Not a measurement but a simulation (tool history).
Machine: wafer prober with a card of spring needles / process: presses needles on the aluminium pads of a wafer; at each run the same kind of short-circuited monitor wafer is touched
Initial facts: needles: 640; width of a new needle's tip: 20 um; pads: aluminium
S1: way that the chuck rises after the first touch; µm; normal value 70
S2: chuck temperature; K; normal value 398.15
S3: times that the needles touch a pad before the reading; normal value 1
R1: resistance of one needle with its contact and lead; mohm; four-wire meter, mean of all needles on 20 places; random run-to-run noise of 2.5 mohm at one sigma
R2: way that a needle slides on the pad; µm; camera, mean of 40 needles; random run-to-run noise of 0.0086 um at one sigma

| run | hour | S1 | S2 | S3 | R1 | R2 |
|---|---|---|---|---|---|---|
| 1 | 0 | 70 | 398.15 | 1 | 289 | 19.057 |
| 2 | 11.1 | 74 | 398.15 | 1 | 285 | 20.159 |
|  | 17.5 | tips cleaned on abrasive film |
| 3 | 22.2 | 70 | 398.15 | 1 | 289 | 19.064 |
|  | 34.2 | tips cleaned on abrasive film |
|  | 43.1 | height of the first contact set anew |
| 4 | 44 | 70 | 398.15 | 1 | 290 | 19.061 |
|  | 52.1 | tips cleaned on abrasive film |
| 5 | 56.2 | 70 | 398.15 | 1 | 290 | 19.057 |
|  | 69.3 | tips cleaned on abrasive film |
| 6 | 77.6 | 70 | 398.15 | 1 | 292 | 19.046 |
|  | 86.6 | tips cleaned on abrasive film |
| 7 | 91.1 | 69 | 398.15 | 2 | 289 | 18.78 |
|  | 103.6 | tips cleaned on abrasive film |
| 8 | 110.7 | 69 | 398.15 | 2 | 292 | 18.781 |
|  | 120.2 | tips cleaned on abrasive film |
| 9 | 122.5 | 54 | 368.15 | 2 | 287 | 14.711 |
|  | 137.6 | tips cleaned on abrasive film |
| 10 | 141.6 | 75 | 365.15 | 1 | 281 | 20.426 |

Consider 4 possible next runs. They are alternatives, not a sequence: every one starts from the tool as it was left by run 10. What does each give?
|  | 154.6 | tips cleaned on abrasive film |
| A | 160.6 | 61 | 365.15 | 1 | ? | ? |
|  | 154.6 | tips cleaned on abrasive film |
| B | 160.6 | 81 | 309.15 | 2 | ? | ? |
|  | 154.6 | tips cleaned on abrasive film |
| C | 160.6 | 75 | 299.15 | 3 | ? | ? |
|  | 154.6 | tips cleaned on abrasive film |
| D | 160.6 | 66 | 365.15 | 2 | ? | ? |

| run | R1 | R2 |
|---|---|---|
| A | 285 | 16.596 |
| B | 260 | 22.06 |
| C | 263 | 20.413 |
| D | 281 | 17.978 |
Had the tool no hidden state, the same runs would have come out as:
| run | R1 | R2 |
|---|---|---|
| A | 284 | 16.598 |
| B | 259 | 22.061 |
| C | 263 | 20.414 |
| D | 280 | 17.979 |

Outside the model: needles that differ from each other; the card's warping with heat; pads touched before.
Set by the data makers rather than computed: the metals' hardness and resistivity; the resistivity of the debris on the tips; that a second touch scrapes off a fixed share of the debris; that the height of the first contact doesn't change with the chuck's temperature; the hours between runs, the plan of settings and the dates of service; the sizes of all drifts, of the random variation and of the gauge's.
